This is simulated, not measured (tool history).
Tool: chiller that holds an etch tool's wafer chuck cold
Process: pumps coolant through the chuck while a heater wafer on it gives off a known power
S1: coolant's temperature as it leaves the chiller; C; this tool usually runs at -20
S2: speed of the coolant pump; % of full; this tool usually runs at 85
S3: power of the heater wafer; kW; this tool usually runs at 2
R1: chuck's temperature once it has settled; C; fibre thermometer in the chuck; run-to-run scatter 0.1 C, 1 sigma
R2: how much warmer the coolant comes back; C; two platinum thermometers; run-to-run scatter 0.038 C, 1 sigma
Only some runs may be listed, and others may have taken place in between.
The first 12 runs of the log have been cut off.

Run 13, hour 579.5: usual settings. Result: R1 -6.4 C, R2 7.69 C.
Run 14, hour 624.9: usual settings. Result: R1 -6.6 C, R2 7.72 C.
Run 15, hour 677.4: usual settings but S3 1.466 kW. Result: R1 -10 C, R2 5.69 C.
Run 16, hour 714.1: usual settings but S1 -25 C. Result: R1 -11.3 C, R2 7.74 C.
Run 17, hour 773: usual settings but S1 -22 C, S3 2.217 kW. Result: R1 -7 C, R2 8.64 C.
Run 18, hour 821.3: usual settings but S1 -22 C, S2 65 % of full, S3 2.217 kW. Result: R1 -2.7 C, R2 11.62 C.
Run 19, hour 854.3: usual settings but S1 -14 C, S2 70 % of full. Result: R1 2.3 C, R2 9.64 C.
Run 20, hour 900.5: usual settings but S1 -14 C, S2 70 % of full. Result: R1 2.3 C, R2 9.6 C.
Run 21, hour 946.2: usual settings but S1 -27 C, S2 97 % of full, S3 2.359 kW. Result: R1 -12.9 C, R2 7.92 C.
Run 22, hour 976.4: usual settings but S1 -22 C, S2 76 % of full. Result: R1 -6.9 C, R2 8.83 C.
Run 23, hour 1002.1: usual settings but S1 -15 C, S2 93 % of full, S3 2.966 kW. Result: R1 3.7 C, R2 10.34 C.
Run 24, hour 1037.9: usual settings but S1 -15 C, S2 93 % of full, S3 2.966 kW. Result: R1 3.6 C, R2 10.33 C.
At hour 1074.8: coolant changed, channels flushed.
Run 25, hour 1097: usual settings but S1 -15 C, S2 93 % of full, S3 2.966 kW. Result: R1 3.5 C, R2 10.33 C.
Run 26, hour 1123.2: usual settings but S1 -15 C, S2 93 % of full, S3 2.966 kW. Result: R1 3.5 C, R2 10.41 C.
Run 27, hour 1154.1: usual settings but S2 93 % of full, S3 2.241 kW. Result: R1 -6 C, R2 7.85 C.
Run 28, hour 1186.1: usual settings but S2 71 % of full, S3 2.475 kW. Result: R1 -0.2 C, R2 11.76 C.
Run 29, hour 1213.7: usual settings but S2 69 % of full, S3 1.116 kW. Result: R1 -10.8 C, R2 5.59 C.
Run 30, hour 1239: usual settings but S2 69 % of full, S3 1.116 kW. Result: R1 -11 C, R2 5.6 C.
Run 31, hour 1265.1: usual settings but S1 -29 C, S2 78 % of full, S3 1.638 kW. Result: R1 -17.1 C, R2 7.13 C.
Run 32, hour 1320.5: usual settings but S1 -18 C, S2 72 % of full, S3 1.283 kW. Result: R1 -7.9 C, R2 6.13 C.

Forecast each of these 4 alternatives for the next run:
Run A, hour 1346.9: usual settings but S1 -25 C. Result: R1 ?, R2 ?.
Run B, hour 1346.9: usual settings but S1 -12 C, S2 70 % of full, S3 2.173 kW. Result: R1 ?, R2 ?.
Run C, hour 1346.9: usual settings but S1 -11 C, S2 72 % of full, S3 2.975 kW. Result: R1 ?, R2 ?.
Run D, hour 1346.9: usual settings but S1 -23 C, S3 1.422 kW. Result: R1 ?, R2 ?.

run     R1     R2
  A  -11.5   7.83
  B    5.5  10.55
  C   12.5  13.94
  D  -13.3   5.59
Take away the tool's hidden state, keep each run's random variation, and the runs would have read:
run     R1     R2
  A  -11.5   7.58
  B    5.5   10.3
  C   12.4  13.68
  D  -13.3   5.35
